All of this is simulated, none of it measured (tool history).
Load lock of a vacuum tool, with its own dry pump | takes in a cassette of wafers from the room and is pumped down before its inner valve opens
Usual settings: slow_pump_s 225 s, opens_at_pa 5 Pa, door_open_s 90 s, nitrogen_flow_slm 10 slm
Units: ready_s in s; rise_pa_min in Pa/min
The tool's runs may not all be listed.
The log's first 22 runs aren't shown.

run,hour,slow_pump_s,opens_at_pa,door_open_s,nitrogen_flow_slm,hours that the pump has run since its overhaul,times that the door has closed on its seal,"incoming humidity of the room's air, %",ready_s,rise_pa_min
23,3230.7,225,5,50,16,5762,29087,46.8,349.6,0.113
24,3375.3,225,4,90,32,5907,29527,42.4,356.6,0.101
25,3574.2,316,4,223,32,6106,30133,44.8,431.6,0.116
26,3702.7,289,10,76,18,6234,30524,47.0,392.1,0.113
27,3871.8,289,10,76,18,6403,31039,45.4,394.6,0.114
28,4018.6,289,10,35,18,6550,31486,50.8,393.9,0.114
29,4170.2,289,10,118,18,6702,31948,43.5,395.6,0.118
30,4380.3,332,9,99,44,6912,32588,44.2,434.9,0.116
31,4564.1,225,5,90,5,7096,33148,47.0,356.0,0.149
32,4769.7,225,6,59,5,7301,33774,46.2,349.1,0.143
33,4884.5,327,8,59,5,7416,34123,44.3,430.3,0.145
34,5081.5,195,8,59,5,7613,34724,44.8,318.7,0.146
35,5172.9,193,8,140,5,7705,35002,42.1,320.7,0.165
36,5372.6,193,8,140,5,7904,35610,46.8,317.6,0.170

3 ways to go on from here, each from the tool as it stands after run 36. What would each give?
A,5568.0,225,4,42,10,8100,36205,46.4,?,?
B,5568.0,132,6,46,10,8100,36205,43.0,?,?
C,5568.0,193,7,53,5,8100,36205,46.4,?,?

run,ready_s,rise_pa_min
A,360.7,0.144
B,274.6,0.143
C,320.1,0.159
Without the tool's hidden state the same runs would have given:
run,ready_s,rise_pa_min
A,342.0,0.023
B,255.1,0.022
C,302.4,0.036
